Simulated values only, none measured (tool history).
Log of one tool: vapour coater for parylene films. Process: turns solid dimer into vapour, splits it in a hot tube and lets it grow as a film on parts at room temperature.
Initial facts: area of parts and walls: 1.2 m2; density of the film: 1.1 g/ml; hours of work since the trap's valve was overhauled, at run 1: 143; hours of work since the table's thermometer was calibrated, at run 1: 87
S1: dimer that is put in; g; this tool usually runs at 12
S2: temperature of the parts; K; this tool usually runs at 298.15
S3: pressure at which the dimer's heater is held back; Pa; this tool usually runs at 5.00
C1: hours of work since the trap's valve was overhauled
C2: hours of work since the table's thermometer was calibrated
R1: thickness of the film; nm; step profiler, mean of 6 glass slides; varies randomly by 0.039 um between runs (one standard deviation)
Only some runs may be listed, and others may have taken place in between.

run	hour	S1	S2	S3	C1	C2	R1
1	0.0	12	298.15	5.00	143	87	6320
2	6.9	12	298.15	5.00	148	92	6320
3	22.0	12	303.15	5.00	160	103	5610
4	34.0	18	298.15	5.00	168	112	9660
5	40.7	12	298.15	5.00	173	116	6340
6	48.4	12	298.15	5.00	179	122	6260
7	58.3	12	298.15	5.00	186	129	6420
8	66.9	12	298.15	4.14	193	136	6380
9	79.6	9	294.15	3.38	202	145	5430
10	92.9	11	301.15	5.24	212	155	5400
11	105.7	21	291.15	4.58	221	164	13280
12	121.2	6	301.15	4.40	232	176	2970
13	130.7	9	306.15	7.29	239	183	3780
14	145.0	9	294.15	6.19	250	193	5140
15	151.6	17	294.15	6.05	255	198	9840

What if the next run were any one of these 4? Each begins from the tool's condition after run 15:
A	157.9	6	294.15	4.64	259	203	?
B	157.9	20	304.15	6.05	259	203	?
C	157.9	5	296.15	5.00	259	203	?
D	157.9	18	294.15	5.22	259	203	?

run	R1
A	3510
B	8850
C	2760
D	10410
With no hidden state in the tool, these same runs would have given:
run	R1
A	3530
B	8880
C	2770
D	10440
